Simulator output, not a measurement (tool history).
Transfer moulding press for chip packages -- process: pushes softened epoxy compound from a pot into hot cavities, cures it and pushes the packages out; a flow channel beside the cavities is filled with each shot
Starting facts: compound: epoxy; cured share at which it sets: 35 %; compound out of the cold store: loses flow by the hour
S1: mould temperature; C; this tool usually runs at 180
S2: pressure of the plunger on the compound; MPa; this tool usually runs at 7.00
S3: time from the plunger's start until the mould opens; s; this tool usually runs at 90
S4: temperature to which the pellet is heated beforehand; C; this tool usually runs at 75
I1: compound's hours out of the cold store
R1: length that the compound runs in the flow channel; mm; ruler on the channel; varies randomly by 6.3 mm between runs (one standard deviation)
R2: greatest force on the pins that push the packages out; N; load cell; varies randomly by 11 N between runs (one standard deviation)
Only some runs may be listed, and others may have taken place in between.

Run 1, day 0.000: usual settings; I1 44.0. Result: R1 786 mm, R2 755 N.
Run 2, day 1.054: usual settings; I1 27.5. Result: R1 875 mm, R2 870 N.
At day 1.296: cavities cleaned with cleaning compound and waxed.
Run 3, day 2.050: usual settings; I1 20.0. Result: R1 911 mm, R2 639 N.
Run 4, day 3.058: usual settings; I1 25.1. Result: R1 874 mm, R2 773 N.
At day 4.367: cavities cleaned with cleaning compound and waxed.
Run 5, day 4.867: usual settings; I1 44.0. Result: R1 782 mm, R2 555 N.
Run 6, day 6.171: usual settings; I1 22.9. Result: R1 880 mm, R2 804 N.
At day 6.804: plunger's sealing rings changed.
Run 7, day 7.404: usual settings; I1 17.4. Result: R1 944 mm, R2 900 N.
At day 7.562: cavities cleaned with cleaning compound and waxed.
Run 8, day 9.246: usual settings but S4 77 C; I1 27.2. Result: R1 885 mm, R2 731 N.
Run 9, day 10.517: usual settings but S4 77 C; I1 44.0. Result: R1 792 mm, R2 850 N.
At day 10.746: cavities cleaned with cleaning compound and waxed.
Run 10, day 12.275: usual settings but S4 77 C; I1 8.6. Result: R1 982 mm, R2 796 N.
Run 11, day 13.433: usual settings but S4 77 C; I1 22.8. Result: R1 901 mm, R2 844 N.
At day 13.888: cavities cleaned with cleaning compound and waxed.
Run 12, day 14.988: usual settings but S4 77 C; I1 8.4. Result: R1 983 mm, R2 729 N.
Run 13, day 16.729: usual settings but S4 77 C; I1 17.7. Result: R1 910 mm, R2 868 N.
At day 16.954: cavities cleaned with cleaning compound and waxed.
Run 14, day 18.550: usual settings but S4 76 C; I1 11.0. Result: R1 944 mm, R2 813 N.
At day 19.867: plunger's sealing rings changed.
At day 20.196: cavities cleaned with cleaning compound and waxed.
Run 15, day 20.454: usual settings but S4 76 C; I1 14.9. Result: R1 960 mm, R2 587 N.
Run 16, day 21.738: usual settings but S1 175 C, S2 8.37 MPa, S4 73 C; I1 45.8. Result: R1 884 mm, R2 984 N.
Run 17, day 22.658: usual settings but S1 173 C, S2 8.57 MPa; I1 18.3. Result: R1 1053 mm, R2 1369 N.
At day 23.308: cavities cleaned with cleaning compound and waxed.
Run 18, day 24.317: usual settings but S3 99 s; I1 34.8. Result: R1 843 mm, R2 584 N.
Run 19, day 25.488: usual settings but S1 185 C, S2 6.43 MPa; I1 41.2. Result: R1 758 mm, R2 672 N.
At day 26.362: cavities cleaned with cleaning compound and waxed.
Run 20, day 27.000: usual settings but S2 6.27 MPa, S3 110 s, S4 70 C; I1 14.8. Result: R1 896 mm, R2 499 N.
Run 21, day 28.929: usual settings but S3 104 s, S4 79 C; I1 14.1. Result: R1 939 mm, R2 754 N.
At day 29.475: cavities cleaned with cleaning compound and waxed.
Run 22, day 30.038: usual settings but S1 182 C, S2 6.02 MPa, S4 67 C; I1 45.9. Result: R1 710 mm, R2 542 N.
Run 23, day 31.838: usual settings but S3 75 s; I1 14.6. Result: R1 924 mm, R2 1477 N.
At day 32.538: cavities cleaned with cleaning compound and waxed.
At day 33.088: plunger's sealing rings changed.
Run 24, day 33.546: usual settings but S3 75 s; I1 23.2. Result: R1 914 mm, R2 1082 N.
Run 25, day 34.638: usual settings but S3 89 s; I1 34.7. Result: R1 854 mm, R2 808 N.
At day 35.700: cavities cleaned with cleaning compound and waxed.
Run 26, day 35.892: usual settings but S1 175 C, S2 7.14 MPa, S3 97 s; I1 26.8. Result: R1 924 mm, R2 629 N.
Run 27, day 37.796: usual settings but S2 6.59 MPa, S3 99 s, S4 79 C; I1 18.3. Result: R1 897 mm, R2 721 N.

Predict each of these 3 candidate next runs independently; none follows another, all start after run 27:
At day 38.804: cavities cleaned with cleaning compound and waxed.
Run A, day 39.475: usual settings but S1 186 C, S2 6.95 MPa, S3 99 s; I1 25.8. Result: R1 ?, R2 ?.
At day 38.804: cavities cleaned with cleaning compound and waxed.
Run B, day 39.475: usual settings but S3 121 s; I1 34.6. Result: R1 ?, R2 ?.
At day 38.804: cavities cleaned with cleaning compound and waxed.
Run C, day 39.475: usual settings but S1 182 C, S2 6.59 MPa, S3 70 s, S4 74 C; I1 32.0. Result: R1 ?, R2 ?.

run   R1    R2
  A  858   470
  B  848   485
  C  813  1036
With no hidden state in the tool, these same runs would have given:
run   R1   R2
  A  877  377
  B  866  391
  C  831  793

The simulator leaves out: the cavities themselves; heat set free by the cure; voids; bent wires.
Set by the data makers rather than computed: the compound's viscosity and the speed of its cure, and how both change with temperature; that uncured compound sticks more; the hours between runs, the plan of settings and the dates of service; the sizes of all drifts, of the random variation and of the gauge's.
